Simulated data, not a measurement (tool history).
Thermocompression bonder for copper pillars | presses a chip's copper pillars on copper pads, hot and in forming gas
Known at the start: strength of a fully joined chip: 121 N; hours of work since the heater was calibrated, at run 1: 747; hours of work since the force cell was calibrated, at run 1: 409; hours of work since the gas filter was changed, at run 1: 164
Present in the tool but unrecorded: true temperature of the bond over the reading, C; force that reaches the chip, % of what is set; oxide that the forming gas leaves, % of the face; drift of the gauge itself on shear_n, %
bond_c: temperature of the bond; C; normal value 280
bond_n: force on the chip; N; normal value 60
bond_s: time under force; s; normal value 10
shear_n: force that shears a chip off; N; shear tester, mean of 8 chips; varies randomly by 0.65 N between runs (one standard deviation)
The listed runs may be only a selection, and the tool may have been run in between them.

| run | hour | bond_c | bond_n | bond_s | hours of work since the heater was calibrated | hours of work since the force cell was calibrated | hours of work since the gas filter was changed | shear_n |
|---|---|---|---|---|---|---|---|---|
| 1 | 0.0 | 280 | 60 | 10 | 747 | 409 | 164 | 45.0 |
| 2 | 8.5 | 280 | 60 | 10 | 754 | 415 | 171 | 44.7 |
| 3 | 21.3 | 280 | 60 | 10 | 764 | 425 | 181 | 44.5 |
| 4 | 32.2 | 271 | 60 | 10 | 772 | 434 | 189 | 39.8 |
| 5 | 44.1 | 280 | 60 | 10 | 781 | 443 | 198 | 43.9 |
| 6 | 54.8 | 280 | 60 | 10 | 790 | 451 | 207 | 44.1 |
| 7 | 65.4 | 280 | 60 | 10 | 798 | 460 | 215 | 43.8 |
| 8 | 81.7 | 280 | 60 | 10 | 811 | 472 | 228 | 44.2 |
| 9 | 90.4 | 280 | 60 | 10 | 817 | 479 | 234 | 44.5 |
| 10 | 100.5 | 280 | 60 | 10 | 825 | 487 | 242 | 43.5 |
| 11 | 117.4 | 280 | 60 | 10 | 838 | 500 | 255 | 45.2 |
| 12 | 132.4 | 280 | 60 | 10 | 850 | 512 | 267 | 44.1 |
| 13 | 142.4 | 280 | 60 | 10 | 858 | 520 | 275 | 44.3 |
| 14 | 158.1 | 280 | 60 | 10 | 870 | 532 | 287 | 44.3 |
| 15 | 166.1 | 280 | 60 | 10 | 876 | 538 | 293 | 43.9 |
| 16 | 180.3 | 280 | 60 | 10 | 888 | 549 | 304 | 45.1 |
| 17 | 194.7 | 280 | 60 | 10 | 899 | 560 | 316 | 44.4 |
|  | 206.0 | forming gas filter changed |
| 18 | 211.0 | 280 | 60 | 10 | 911 | 573 | 4 | 45.0 |
| 19 | 225.7 | 280 | 60 | 10 | 923 | 584 | 15 | 46.9 |
| 20 | 238.9 | 280 | 60 | 10 | 933 | 594 | 26 | 46.4 |
| 21 | 246.1 | 280 | 60 | 10 | 938 | 600 | 31 | 45.2 |
| 22 | 259.8 | 263 | 79 | 9 | 949 | 611 | 42 | 49.3 |
| 23 | 269.3 | 263 | 79 | 9 | 956 | 618 | 49 | 50.6 |
| 24 | 276.9 | 263 | 79 | 9 | 962 | 624 | 55 | 48.1 |
| 25 | 291.4 | 300 | 79 | 13 | 974 | 635 | 67 | 79.0 |
| 26 | 301.1 | 282 | 84 | 24 | 981 | 643 | 74 | 86.3 |
| 27 | 312.0 | 282 | 56 | 9 | 990 | 651 | 83 | 42.3 |
| 28 | 320.6 | 282 | 57 | 8 | 996 | 658 | 89 | 41.2 |
| 29 | 331.3 | 306 | 57 | 7 | 1005 | 666 | 98 | 50.3 |
| 30 | 347.7 | 284 | 60 | 6 | 1018 | 679 | 110 | 40.3 |
| 31 | 364.0 | 285 | 87 | 10 | 1030 | 692 | 123 | 70.5 |
| 32 | 374.7 | 285 | 87 | 10 | 1039 | 700 | 131 | 70.7 |
| 33 | 382.0 | 285 | 87 | 10 | 1044 | 706 | 137 | 71.1 |
| 34 | 395.1 | 308 | 87 | 10 | 1054 | 716 | 147 | 83.9 |
|  | 406.3 | heater calibrated with a thermocouple chip |
| 35 | 409.2 | 308 | 87 | 10 | 2 | 726 | 157 | 80.7 |
| 36 | 420.7 | 272 | 50 | 10 | 11 | 735 | 166 | 32.5 |
| 37 | 431.9 | 277 | 50 | 6 | 20 | 743 | 174 | 27.7 |
| 38 | 441.0 | 277 | 50 | 6 | 27 | 750 | 182 | 27.3 |
| 39 | 450.6 | 280 | 82 | 10 | 35 | 758 | 189 | 61.7 |

The logged runs with the hidden state left out (each run's random variation unchanged):
| run | shear_n |
|---|---|
| 1 | 42.7 |
| 2 | 42.4 |
| 3 | 42.3 |
| 4 | 37.6 |
| 5 | 41.7 |
| 6 | 41.8 |
| 7 | 41.6 |
| 8 | 42.0 |
| 9 | 42.3 |
| 10 | 41.3 |
| 11 | 43.0 |
| 12 | 41.9 |
| 13 | 42.1 |
| 14 | 42.1 |
| 15 | 41.7 |
| 16 | 42.9 |
| 17 | 42.3 |
| 18 | 41.0 |
| 19 | 42.8 |
| 20 | 42.3 |
| 21 | 41.1 |
| 22 | 44.9 |
| 23 | 46.2 |
| 24 | 43.7 |
| 25 | 74.3 |
| 26 | 81.5 |
| 27 | 38.5 |
| 28 | 37.5 |
| 29 | 46.3 |
| 30 | 36.7 |
| 31 | 65.8 |
| 32 | 65.9 |
| 33 | 66.3 |
| 34 | 79.7 |
| 35 | 78.7 |
| 36 | 30.8 |
| 37 | 26.2 |
| 38 | 25.8 |
| 39 | 59.4 |
